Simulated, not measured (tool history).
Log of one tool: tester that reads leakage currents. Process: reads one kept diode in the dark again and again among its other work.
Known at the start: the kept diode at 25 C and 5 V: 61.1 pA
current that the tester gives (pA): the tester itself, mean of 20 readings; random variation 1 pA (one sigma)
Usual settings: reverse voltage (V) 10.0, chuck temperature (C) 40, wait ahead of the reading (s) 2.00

run,hour,reverse voltage (V),chuck temperature (C),wait ahead of the reading (s),current that the tester gives (pA)
1,0.0,10.0,40,2.00,393.09
2,159.0,10.0,40,2.00,394.69
3,250.8,10.0,40,2.00,396.41
4,420.3,10.0,35,2.00,261.41
5,497.0,10.0,35,2.00,262.98
# hour 513.8: chuck's temperature calibrated
6,612.0,10.0,35,2.00,270.23
7,703.8,10.0,35,2.00,273.26
8,779.1,1.1,40,2.00,129.35
9,849.8,1.1,40,2.00,129.92
10,930.1,1.1,26,2.00,37.56
11,1089.9,1.0,33,1.36,68.20
12,1220.5,6.7,32,1.49,174.57
13,1381.7,6.7,32,1.49,175.76
# hour 1490.3: chuck's temperature calibrated, once more
14,1535.2,11.8,40,2.00,400.70
15,1666.2,11.8,40,2.00,402.01
16,1769.3,1.1,52,1.42,309.84
17,1840.4,1.1,55,0.92,394.52
# hour 1922.9: tester calibrated
18,1932.2,15.0,55,4.61,1540.84

Forecast each of these 4 alternatives for the next run:
# hour 2007.8: probe card cleaned and baked
A,2085.2,15.0,31,7.71,?
# hour 2007.8: probe card cleaned and baked
B,2085.2,11.7,40,1.51,?
# hour 2007.8: probe card cleaned and baked
C,2085.2,15.0,30,4.61,?
# hour 2007.8: probe card cleaned and baked
D,2085.2,3.3,57,2.00,?

run,current that the tester gives (pA)
A,198.00
B,389.64
C,180.59
D,812.13
Without the tool's hidden state the same runs would have given:
run,current that the tester gives (pA)
A,191.90
B,378.57
C,174.98
D,791.55
